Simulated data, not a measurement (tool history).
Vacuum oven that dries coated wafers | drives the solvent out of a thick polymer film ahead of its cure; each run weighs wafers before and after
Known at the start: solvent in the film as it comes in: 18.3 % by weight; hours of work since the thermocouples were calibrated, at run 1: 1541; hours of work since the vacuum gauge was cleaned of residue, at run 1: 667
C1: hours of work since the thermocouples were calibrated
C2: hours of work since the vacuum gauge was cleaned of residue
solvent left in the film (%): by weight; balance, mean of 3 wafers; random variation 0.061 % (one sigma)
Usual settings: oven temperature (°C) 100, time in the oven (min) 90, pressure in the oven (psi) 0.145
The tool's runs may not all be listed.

{"run": 1, "hour": 0.0, "oven temperature (°C)": 100, "time in the oven (min)": 90, "pressure in the oven (psi)": 0.145, "C1": 1541, "C2": 667, "solvent left in the film (%)": 3.97}
{"run": 2, "hour": 58.2, "oven temperature (°C)": 115, "time in the oven (min)": 90, "pressure in the oven (psi)": 0.145, "C1": 1584, "C2": 710, "solvent left in the film (%)": 1.86}
{"run": 3, "hour": 137.3, "oven temperature (°C)": 115, "time in the oven (min)": 90, "pressure in the oven (psi)": 0.145, "C1": 1642, "C2": 768, "solvent left in the film (%)": 1.76}
{"run": 4, "hour": 196.3, "oven temperature (°C)": 100, "time in the oven (min)": 90, "pressure in the oven (psi)": 0.119, "C1": 1685, "C2": 811, "solvent left in the film (%)": 3.68}
{"run": 5, "hour": 261.9, "oven temperature (°C)": 100, "time in the oven (min)": 90, "pressure in the oven (psi)": 0.119, "C1": 1733, "C2": 859, "solvent left in the film (%)": 3.82}
{"run": 6, "hour": 301.2, "oven temperature (°C)": 100, "time in the oven (min)": 90, "pressure in the oven (psi)": 0.119, "C1": 1762, "C2": 888, "solvent left in the film (%)": 3.75}
{"hour": 323.7, "done": "oven's thermocouples calibrated"}
{"run": 7, "hour": 341.3, "oven temperature (°C)": 100, "time in the oven (min)": 90, "pressure in the oven (psi)": 0.119, "C1": 13, "C2": 916, "solvent left in the film (%)": 3.5}
{"run": 8, "hour": 384.6, "oven temperature (°C)": 100, "time in the oven (min)": 48, "pressure in the oven (psi)": 0.145, "C1": 45, "C2": 948, "solvent left in the film (%)": 6.39}
{"run": 9, "hour": 460.1, "oven temperature (°C)": 100, "time in the oven (min)": 138, "pressure in the oven (psi)": 0.145, "C1": 100, "C2": 1003, "solvent left in the film (%)": 2.77}
{"run": 10, "hour": 498.5, "oven temperature (°C)": 104, "time in the oven (min)": 90, "pressure in the oven (psi)": 0.145, "C1": 128, "C2": 1031, "solvent left in the film (%)": 3.03}
{"run": 11, "hour": 540.5, "oven temperature (°C)": 104, "time in the oven (min)": 90, "pressure in the oven (psi)": 0.145, "C1": 159, "C2": 1062, "solvent left in the film (%)": 3.06}
{"run": 12, "hour": 584.4, "oven temperature (°C)": 104, "time in the oven (min)": 90, "pressure in the oven (psi)": 0.145, "C1": 191, "C2": 1094, "solvent left in the film (%)": 3.06}
{"run": 13, "hour": 657.6, "oven temperature (°C)": 100, "time in the oven (min)": 90, "pressure in the oven (psi)": 0.145, "C1": 245, "C2": 1148, "solvent left in the film (%)": 3.8}
{"run": 14, "hour": 690.4, "oven temperature (°C)": 100, "time in the oven (min)": 90, "pressure in the oven (psi)": 0.145, "C1": 269, "C2": 1172, "solvent left in the film (%)": 3.78}
{"run": 15, "hour": 732.6, "oven temperature (°C)": 100, "time in the oven (min)": 90, "pressure in the oven (psi)": 0.145, "C1": 300, "C2": 1203, "solvent left in the film (%)": 3.82}
{"run": 16, "hour": 808.8, "oven temperature (°C)": 100, "time in the oven (min)": 47, "pressure in the oven (psi)": 0.145, "C1": 356, "C2": 1259, "solvent left in the film (%)": 6.63}
{"run": 17, "hour": 848.7, "oven temperature (°C)": 89, "time in the oven (min)": 112, "pressure in the oven (psi)": 0.104, "C1": 385, "C2": 1288, "solvent left in the film (%)": 5.04}
{"run": 18, "hour": 921.9, "oven temperature (°C)": 106, "time in the oven (min)": 65, "pressure in the oven (psi)": 0.122, "C1": 439, "C2": 1342, "solvent left in the film (%)": 3.58}
{"run": 19, "hour": 958.2, "oven temperature (°C)": 100, "time in the oven (min)": 137, "pressure in the oven (psi)": 0.167, "C1": 465, "C2": 1368, "solvent left in the film (%)": 3.18}
{"run": 20, "hour": 1008.8, "oven temperature (°C)": 100, "time in the oven (min)": 80, "pressure in the oven (psi)": 0.088, "C1": 502, "C2": 1405, "solvent left in the film (%)": 3.68}
{"run": 21, "hour": 1075.8, "oven temperature (°C)": 100, "time in the oven (min)": 80, "pressure in the oven (psi)": 0.088, "C1": 552, "C2": 1455, "solvent left in the film (%)": 3.65}
{"run": 22, "hour": 1142.0, "oven temperature (°C)": 100, "time in the oven (min)": 80, "pressure in the oven (psi)": 0.278, "C1": 600, "C2": 1503, "solvent left in the film (%)": 6.12}
{"run": 23, "hour": 1214.6, "oven temperature (°C)": 100, "time in the oven (min)": 80, "pressure in the oven (psi)": 0.228, "C1": 653, "C2": 1556, "solvent left in the film (%)": 5.39}
{"run": 24, "hour": 1288.6, "oven temperature (°C)": 104, "time in the oven (min)": 95, "pressure in the oven (psi)": 0.474, "C1": 708, "C2": 1611, "solvent left in the film (%)": 6.97}
{"run": 25, "hour": 1353.3, "oven temperature (°C)": 107, "time in the oven (min)": 64, "pressure in the oven (psi)": 0.474, "C1": 755, "C2": 1658, "solvent left in the film (%)": 7.1}
{"run": 26, "hour": 1410.8, "oven temperature (°C)": 100, "time in the oven (min)": 102, "pressure in the oven (psi)": 0.145, "C1": 797, "C2": 1700, "solvent left in the film (%)": 3.73}
{"run": 27, "hour": 1489.6, "oven temperature (°C)": 91, "time in the oven (min)": 102, "pressure in the oven (psi)": 0.145, "C1": 855, "C2": 1758, "solvent left in the film (%)": 5.76}
{"run": 28, "hour": 1551.5, "oven temperature (°C)": 91, "time in the oven (min)": 102, "pressure in the oven (psi)": 0.145, "C1": 900, "C2": 1803, "solvent left in the film (%)": 5.79}
{"run": 29, "hour": 1632.1, "oven temperature (°C)": 100, "time in the oven (min)": 97, "pressure in the oven (psi)": 0.077, "C1": 959, "C2": 1862, "solvent left in the film (%)": 3.07}

How the hidden state differs across the entries between the runs, from the last listed run before each to the first after it:
Between runs 6 and 7: oven's thermocouples calibrated (hour 323.7)
  true wafer temperature over the reading, C: -1.45 -> 0.12; true pressure over the reading, kPa: 0.124 -> 0.127
  measured less the result without the state, solvent left in the film (%): +0.51 -> +0.2
